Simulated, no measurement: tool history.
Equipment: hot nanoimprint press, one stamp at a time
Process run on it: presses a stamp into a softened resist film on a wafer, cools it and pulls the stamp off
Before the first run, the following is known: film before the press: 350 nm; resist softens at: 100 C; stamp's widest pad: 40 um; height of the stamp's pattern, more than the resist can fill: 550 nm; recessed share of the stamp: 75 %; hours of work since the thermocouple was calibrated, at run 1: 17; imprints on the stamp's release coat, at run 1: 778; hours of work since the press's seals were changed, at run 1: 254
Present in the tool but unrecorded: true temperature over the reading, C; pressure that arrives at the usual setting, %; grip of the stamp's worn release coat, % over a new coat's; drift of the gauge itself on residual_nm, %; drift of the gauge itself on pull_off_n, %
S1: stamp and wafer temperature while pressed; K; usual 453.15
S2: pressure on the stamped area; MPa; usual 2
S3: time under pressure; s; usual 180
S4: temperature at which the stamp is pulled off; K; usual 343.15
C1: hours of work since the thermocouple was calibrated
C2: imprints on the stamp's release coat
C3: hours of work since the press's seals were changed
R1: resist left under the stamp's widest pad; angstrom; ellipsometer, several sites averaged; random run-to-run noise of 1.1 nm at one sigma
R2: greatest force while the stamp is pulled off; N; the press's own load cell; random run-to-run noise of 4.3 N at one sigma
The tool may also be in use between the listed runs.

Run 1, hour 0: usual settings; C1 17; C2 778; C3 254. Result: R1 1601 angstrom, R2 248 N.
Run 2, hour 49.5: usual settings but S3 189 s; C1 42; C2 899; C3 279. Result: R1 1590 angstrom, R2 275 N.
Run 3, hour 103: usual settings but S3 189 s, S4 330.15 K; C1 69; C2 1029; C3 306. Result: R1 1614 angstrom, R2 322 N.
Run 4, hour 144.2: usual settings but S4 348.15 K; C1 90; C2 1129; C3 327. Result: R1 1630 angstrom, R2 248 N.
Run 5, hour 197.1: usual settings; C1 116; C2 1258; C3 354. Result: R1 1640 angstrom, R2 291 N.
At hour 217.9: stamp cleaned and given a new release coat.
Run 6, hour 232.9: usual settings but S2 2.82 MPa; C1 131; C2 37; C3 369. Result: R1 1409 angstrom, R2 217 N.
Run 7, hour 275: usual settings but S4 342.15 K; C1 153; C2 139; C3 390. Result: R1 1627 angstrom, R2 221 N.
Run 8, hour 320.2: usual settings but S4 342.15 K; C1 175; C2 250; C3 413. Result: R1 1638 angstrom, R2 230 N.
Run 9, hour 347.9: usual settings but S4 342.15 K; C1 189; C2 317; C3 427. Result: R1 1644 angstrom, R2 232 N.
Run 10, hour 386.1: usual settings but S4 342.15 K; C1 209; C2 410; C3 446. Result: R1 1640 angstrom, R2 246 N.
At hour 393.5: plate thermocouple calibrated.
Run 11, hour 413.3: usual settings but S4 342.15 K; C1 10; C2 469; C3 458. Result: R1 1660 angstrom, R2 243 N.
Run 12, hour 454.6: usual settings but S1 444.15 K; C1 31; C2 570; C3 479. Result: R1 2119 angstrom, R2 253 N.
At hour 477.6: plate thermocouple calibrated, once more.
Run 13, hour 490.1: usual settings but S1 444.15 K; C1 6; C2 649; C3 495. Result: R1 2041 angstrom, R2 244 N.
Run 14, hour 544.8: usual settings; C1 34; C2 782; C3 523. Result: R1 1625 angstrom, R2 258 N.
Run 15, hour 585.2: usual settings; C1 54; C2 881; C3 543. Result: R1 1618 angstrom, R2 254 N.
Run 16, hour 629.8: usual settings but S1 442.15 K, S2 3.13 MPa, S3 90 s, S4 333.15 K; C1 77; C2 990; C3 566. Result: R1 2305 angstrom, R2 321 N.
Run 17, hour 671.4: usual settings but S1 449.15 K; C1 98; C2 1091; C3 587. Result: R1 1813 angstrom, R2 272 N.
Run 18, hour 697.6: usual settings but S1 449.15 K; C1 111; C2 1155; C3 600. Result: R1 1835 angstrom, R2 277 N.
Run 19, hour 733.2: usual settings but S1 449.15 K; C1 129; C2 1241; C3 618. Result: R1 1811 angstrom, R2 275 N.
At hour 763.1: stamp cleaned and given a new release coat.
Run 20, hour 768.5: usual settings but S1 449.15 K; C1 144; C2 13; C3 633. Result: R1 1818 angstrom, R2 217 N.
Run 21, hour 816.6: usual settings but S1 449.15 K; C1 168; C2 130; C3 657. Result: R1 1841 angstrom, R2 212 N.

What will run 22 give?
Run 22, hour 845.6: usual settings but S2 2.3 MPa, S4 339.15 K; C1 182; C2 201; C3 672. Result: R1 ?, R2 ?.

R1: 1567 angstrom
R2: 242 N
The same run, on a tool lacking any hidden state, would have yielded R1 1515 angstrom, R2 226 N.
